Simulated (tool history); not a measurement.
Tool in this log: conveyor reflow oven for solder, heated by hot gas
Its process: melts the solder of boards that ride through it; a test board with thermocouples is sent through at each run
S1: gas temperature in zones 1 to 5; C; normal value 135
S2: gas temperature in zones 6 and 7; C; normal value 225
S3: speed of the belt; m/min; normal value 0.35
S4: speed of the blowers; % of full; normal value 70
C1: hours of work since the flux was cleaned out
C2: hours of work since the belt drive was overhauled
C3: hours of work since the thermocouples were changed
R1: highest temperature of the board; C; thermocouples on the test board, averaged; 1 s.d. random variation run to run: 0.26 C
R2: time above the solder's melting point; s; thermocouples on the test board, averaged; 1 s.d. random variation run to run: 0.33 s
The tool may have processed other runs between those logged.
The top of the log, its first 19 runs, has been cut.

run,hour,S1,S2,S3,S4,C1,C2,C3,R1,R2
20,869.9,135,217,0.348,71,370,585,497,206,65.3
# hour 910.6: flux residue cleaned out of gas plates and filters
21,927.4,149,217,0.348,71,7,608,520,208,75.5
22,977.6,127,220,0.4,68,29,629,542,203.1,47.3
23,1005.8,127,220,0.4,68,41,642,554,203,46.8
24,1062.8,138,233,0.35,56,66,666,579,217,77.3
25,1112.4,138,233,0.35,56,87,688,600,217.5,77.3
26,1149,138,233,0.35,56,103,703,616,217.5,77.2
27,1202.6,130,233,0.372,51,126,727,639,211.2,62.2
28,1247.4,135,225,0.304,79,145,746,658,217.3,92.4
29,1274.4,127,225,0.283,70,157,758,670,217.3,94.5
30,1305.1,127,225,0.374,70,170,771,683,210.2,60.8

Below are 4 alternative next runs, each starting from the tool's condition after run 30. Predict each:
# hour 1339.4: thermocouples of zones 6 and 7 changed
A,1350.7,127,214,0.374,70,189,790,5,?,?
# hour 1339.4: thermocouples of zones 6 and 7 changed
B,1350.7,127,225,0.363,56,189,790,5,?,?
# hour 1339.4: thermocouples of zones 6 and 7 changed
C,1350.7,141,234,0.35,70,189,790,5,?,?
# hour 1339.4: thermocouples of zones 6 and 7 changed
D,1350.7,127,228,0.374,70,189,790,5,?,?

run,R1,R2
A,200.6,47
B,206.8,57
C,222.4,84.7
D,212.6,63.8
Take away the tool's hidden state, keep each run's random variation, and the runs would have read:
run,R1,R2
A,200.6,47
B,206.8,57
C,222.4,84.6
D,212.6,63.7

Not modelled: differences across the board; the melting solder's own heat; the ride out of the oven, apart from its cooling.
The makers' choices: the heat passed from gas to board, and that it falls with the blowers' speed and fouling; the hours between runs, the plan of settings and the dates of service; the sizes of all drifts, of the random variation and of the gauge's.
